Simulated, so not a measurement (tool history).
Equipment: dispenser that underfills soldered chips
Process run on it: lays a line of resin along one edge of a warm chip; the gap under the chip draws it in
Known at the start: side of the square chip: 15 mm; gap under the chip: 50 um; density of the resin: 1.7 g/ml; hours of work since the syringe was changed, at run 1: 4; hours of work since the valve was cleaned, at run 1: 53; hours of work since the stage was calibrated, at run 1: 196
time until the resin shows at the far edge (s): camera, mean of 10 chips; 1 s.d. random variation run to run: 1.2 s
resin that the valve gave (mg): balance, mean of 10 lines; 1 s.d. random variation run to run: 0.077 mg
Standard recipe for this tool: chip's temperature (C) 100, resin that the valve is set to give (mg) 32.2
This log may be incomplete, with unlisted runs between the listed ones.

run   hour  chip's temperature (C)  resin that the valve is set to give (mg)  hours of work since the syringe was changed  hours of work since the valve was cleaned  hours of work since the stage was calibrated  time until the resin shows at the far edge (s)  resin that the valve gave (mg)
  1    0.0                     100                                      32.2                                            4                                         53                                           196                                           159.1                           31.18
       5.2  -- new syringe of resin
      16.4  -- new syringe of resin
  2   17.6                     100                                      32.2                                            1                                         64                                           207                                           126.9                           30.95
      20.8  -- dispensing valve cleaned and set on the balance
      28.5  -- new syringe of resin
  3   34.3                     111                                      32.2                                            4                                          9                                           217                                           101.2                           32.12
      39.5  -- new syringe of resin
      51.3  -- new syringe of resin
  4   51.3                     111                                      32.2                                            0                                         20                                           228                                            77.0                           31.97
  5   59.1                     111                                      32.2                                            5                                         25                                           233                                           108.8                           31.68
      63.1  -- new syringe of resin
  6   70.9                     111                                      32.2                                            5                                         32                                           241                                           110.8                           31.75
      75.1  -- new syringe of resin
      86.5  -- new syringe of resin
  7   86.5                     100                                      32.2                                            0                                         42                                           251                                           121.9                           31.38
      97.7  -- new syringe of resin
  8   99.3                     100                                      32.2                                            1                                         51                                           259                                           133.8                           31.16
     108.9  -- new syringe of resin
  9  115.8                     100                                      32.2                                            5                                         61                                           270                                           165.8                           31.06
     120.3  -- new syringe of resin
     123.5  -- dispensing valve cleaned and set on the balance
 10  130.0                     100                                      32.2                                            6                                          4                                           278                                           176.4                           32.14
     132.8  -- new syringe of resin
 11  137.8                     115                                      32.2                                            3                                          9                                           283                                            81.9                           32.04
     144.2  -- new syringe of resin
 12  149.4                     115                                      32.2                                            3                                         17                                           291                                            84.3                           31.81
     156.5  -- new syringe of resin
 13  163.1                     115                                      29.4                                            4                                         26                                           299                                            90.4                           28.94
     167.8  -- new syringe of resin
 14  170.8                      88                                      32.2                                            2                                         30                                           304                                           248.1                           31.59
     178.8  -- new syringe of resin
 15  187.4                     111                                      32.2                                            6                                         41                                           315                                           113.6                           31.38
     190.0  -- new syringe of resin
 16  195.7                     114                                      37.9                                            4                                         46                                           320                                            88.5                           36.76
     201.3  -- new syringe of resin
     213.2  -- new syringe of resin
 17  213.5                     112                                      30.8                                            0                                         58                                           332                                            79.2                           29.74
     224.7  -- new syringe of resin
     227.4  -- dispensing valve cleaned and set on the balance
 18  229.0                     112                                      30.8                                            2                                          1                                           341                                            88.0                           30.77
     237.3  -- new syringe of resin
 19  240.3                     112                                      30.8                                            2                                          8                                           348                                            86.1                           30.65
     248.5  -- new syringe of resin
 20  258.2                      85                                      41.6                                            6                                         20                                           360                                           357.6                           41.15
     259.8  -- new syringe of resin
     271.5  -- new syringe of resin
 21  275.3                     100                                      37.5                                            3                                         31                                           371                                           142.8                           36.74
     283.3  -- new syringe of resin
 22  284.9                     112                                      27.6                                            1                                         37                                           377                                            84.6                           26.94
     295.0  -- new syringe of resin
 23  298.9                     114                                      31.8                                            3                                         46                                           386                                            82.6                           30.87
     306.9  -- new syringe of resin
 24  311.2                      92                                      36.5                                            3                                         54                                           394                                           212.0                           35.13

Predict each of these 3 candidate next runs independently; none follows another, all start after run 24:
     318.4  -- new syringe of resin
  A  326.0                      92                                      29.8                                            5                                         64                                           404                                               ?                               ?
     318.4  -- new syringe of resin
  B  326.0                     104                                      32.2                                            5                                         64                                           404                                               ?                               ?
     318.4  -- new syringe of resin
  C  326.0                      92                                      27.8                                            5                                         64                                           404                                               ?                               ?

run  time until the resin shows at the far edge (s)  resin that the valve gave (mg)
  A                                           251.9                           28.61
  B                                           147.0                           31.03
  C                                           253.9                           26.69
With no hidden state in the tool, these same runs would have given:
run  time until the resin shows at the far edge (s)  resin that the valve gave (mg)
  A                                           171.1                           29.80
  B                                           100.4                           32.32
  C                                           172.0                           27.79
